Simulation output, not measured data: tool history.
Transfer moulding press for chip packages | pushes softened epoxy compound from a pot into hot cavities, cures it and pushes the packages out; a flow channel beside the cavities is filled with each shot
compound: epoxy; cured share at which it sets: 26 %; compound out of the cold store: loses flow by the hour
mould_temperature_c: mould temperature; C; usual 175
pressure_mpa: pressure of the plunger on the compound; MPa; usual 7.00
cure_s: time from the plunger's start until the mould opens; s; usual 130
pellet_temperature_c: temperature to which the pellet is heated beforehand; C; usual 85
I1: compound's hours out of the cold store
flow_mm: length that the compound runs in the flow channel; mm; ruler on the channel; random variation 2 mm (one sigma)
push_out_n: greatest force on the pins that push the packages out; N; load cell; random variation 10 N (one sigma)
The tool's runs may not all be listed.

Run 1, hour 0.0: usual settings; I1 40.9. Result: flow_mm 704 mm, push_out_n 738 N.
Run 2, hour 26.6: usual settings; I1 28.6. Result: flow_mm 766 mm, push_out_n 829 N.
At hour 58.9: cavities cleaned with cleaning compound and waxed.
Run 3, hour 73.3: usual settings; I1 23.7. Result: flow_mm 792 mm, push_out_n 599 N.
Run 4, hour 115.7: usual settings but pellet_temperature_c 94 C; I1 25.2. Result: flow_mm 776 mm, push_out_n 785 N.
At hour 158.3: cavities cleaned with cleaning compound and waxed.
Run 5, hour 160.3: usual settings but pellet_temperature_c 94 C; I1 11.2. Result: flow_mm 854 mm, push_out_n 492 N.
Run 6, hour 197.1: usual settings but pellet_temperature_c 94 C; I1 12.0. Result: flow_mm 847 mm, push_out_n 757 N.
Run 7, hour 226.1: usual settings but cure_s 129 s; I1 34.0. Result: flow_mm 731 mm, push_out_n 818 N.
At hour 259.0: cavities cleaned with cleaning compound and waxed.
Run 8, hour 276.1: usual settings but mould_temperature_c 172 C; I1 21.7. Result: flow_mm 798 mm, push_out_n 703 N.
Run 9, hour 325.7: usual settings but mould_temperature_c 172 C; I1 44.9. Result: flow_mm 678 mm, push_out_n 934 N.
At hour 357.0: cavities cleaned with cleaning compound and waxed.
Run 10, hour 388.6: usual settings but mould_temperature_c 172 C; I1 12.4. Result: flow_mm 848 mm, push_out_n 809 N.
Run 11, hour 424.6: usual settings but mould_temperature_c 172 C; I1 21.6. Result: flow_mm 793 mm, push_out_n 930 N.
At hour 453.8: cavities cleaned with cleaning compound and waxed.
Run 12, hour 472.2: usual settings but mould_temperature_c 172 C, cure_s 142 s; I1 41.4. Result: flow_mm 688 mm, push_out_n 583 N.
Run 13, hour 520.1: usual settings but pellet_temperature_c 90 C; I1 15.9. Result: flow_mm 812 mm, push_out_n 818 N.
At hour 553.2: cavities cleaned with cleaning compound and waxed.
Run 14, hour 568.1: usual settings but pellet_temperature_c 90 C; I1 10.5. Result: flow_mm 843 mm, push_out_n 568 N.
Run 15, hour 618.0: usual settings but pellet_temperature_c 84 C; I1 34.6. Result: flow_mm 711 mm, push_out_n 775 N.
Run 16, hour 643.6: usual settings but pressure_mpa 8.55 MPa, pellet_temperature_c 79 C; I1 42.7. Result: flow_mm 744 mm, push_out_n 846 N.
At hour 650.1: cavities cleaned with cleaning compound and waxed.
Run 17, hour 678.3: usual settings but mould_temperature_c 181 C, pressure_mpa 6.33 MPa, cure_s 148 s, pellet_temperature_c 91 C; I1 43.3. Result: flow_mm 626 mm, push_out_n 519 N.
Run 18, hour 725.4: usual settings but mould_temperature_c 181 C, pressure_mpa 6.83 MPa, cure_s 148 s, pellet_temperature_c 81 C; I1 8.5. Result: flow_mm 818 mm, push_out_n 660 N.
At hour 747.9: cavities cleaned with cleaning compound and waxed.
Run 19, hour 776.8: usual settings but mould_temperature_c 172 C, pressure_mpa 5.23 MPa, cure_s 117 s, pellet_temperature_c 84 C; I1 44.8. Result: flow_mm 574 mm, push_out_n 897 N.
Run 20, hour 808.0: usual settings but mould_temperature_c 177 C, pressure_mpa 7.51 MPa, cure_s 117 s, pellet_temperature_c 84 C; I1 25.0. Result: flow_mm 771 mm, push_out_n 844 N.
Run 21, hour 833.1: usual settings but mould_temperature_c 177 C, pressure_mpa 7.51 MPa, cure_s 117 s, pellet_temperature_c 84 C; I1 35.1. Result: flow_mm 720 mm, push_out_n 900 N.
At hour 847.5: cavities cleaned with cleaning compound and waxed.
Run 22, hour 891.9: usual settings but mould_temperature_c 177 C, pressure_mpa 7.51 MPa, cure_s 122 s, pellet_temperature_c 84 C; I1 36.0. Result: flow_mm 713 mm, push_out_n 726 N.
At hour 914.4: plunger's sealing rings changed.
Run 23, hour 921.5: usual settings but mould_temperature_c 177 C, pressure_mpa 7.51 MPa, cure_s 122 s, pellet_temperature_c 84 C; I1 47.1. Result: flow_mm 695 mm, push_out_n 819 N.
At hour 947.8: cavities cleaned with cleaning compound and waxed.
Run 24, hour 951.9: usual settings but mould_temperature_c 171 C, pressure_mpa 7.12 MPa, cure_s 143 s, pellet_temperature_c 81 C; I1 44.8. Result: flow_mm 695 mm, push_out_n 507 N.
Run 25, hour 1009.7: usual settings but mould_temperature_c 171 C, pressure_mpa 7.12 MPa, cure_s 143 s, pellet_temperature_c 81 C; I1 40.9. Result: flow_mm 712 mm, push_out_n 786 N.
At hour 1047.2: cavities cleaned with cleaning compound and waxed.
Run 26, hour 1063.3: usual settings but mould_temperature_c 171 C, pressure_mpa 7.12 MPa, cure_s 143 s, pellet_temperature_c 81 C; I1 10.9. Result: flow_mm 875 mm, push_out_n 612 N.
Run 27, hour 1096.6: usual settings but mould_temperature_c 171 C, pressure_mpa 7.12 MPa, cure_s 143 s, pellet_temperature_c 81 C; I1 43.4. Result: flow_mm 697 mm, push_out_n 731 N.

4 ways to go on from here, each from the tool as it stands after run 27. What would each give?
Run A, hour 1126.5: usual settings but pressure_mpa 6.72 MPa; I1 30.9. Result: flow_mm ?, push_out_n ?.
Run B, hour 1126.5: usual settings but mould_temperature_c 183 C, pressure_mpa 8.76 MPa, cure_s 143 s, pellet_temperature_c 81 C; I1 34.7. Result: flow_mm ?, push_out_n ?.
Run C, hour 1126.5: usual settings but mould_temperature_c 168 C; I1 30.0. Result: flow_mm ?, push_out_n ?.
Run D, hour 1126.5: usual settings but mould_temperature_c 181 C, pressure_mpa 7.12 MPa, cure_s 143 s, pellet_temperature_c 88 C; I1 44.7. Result: flow_mm ?, push_out_n ?.

run  flow_mm  push_out_n
  A      730         817
  B      792         688
  C      764        1148
  D      670         685
Without the tool's hidden state the same runs would have given:
run  flow_mm  push_out_n
  A      745         459
  B      808         367
  C      781         665
  D      684         365

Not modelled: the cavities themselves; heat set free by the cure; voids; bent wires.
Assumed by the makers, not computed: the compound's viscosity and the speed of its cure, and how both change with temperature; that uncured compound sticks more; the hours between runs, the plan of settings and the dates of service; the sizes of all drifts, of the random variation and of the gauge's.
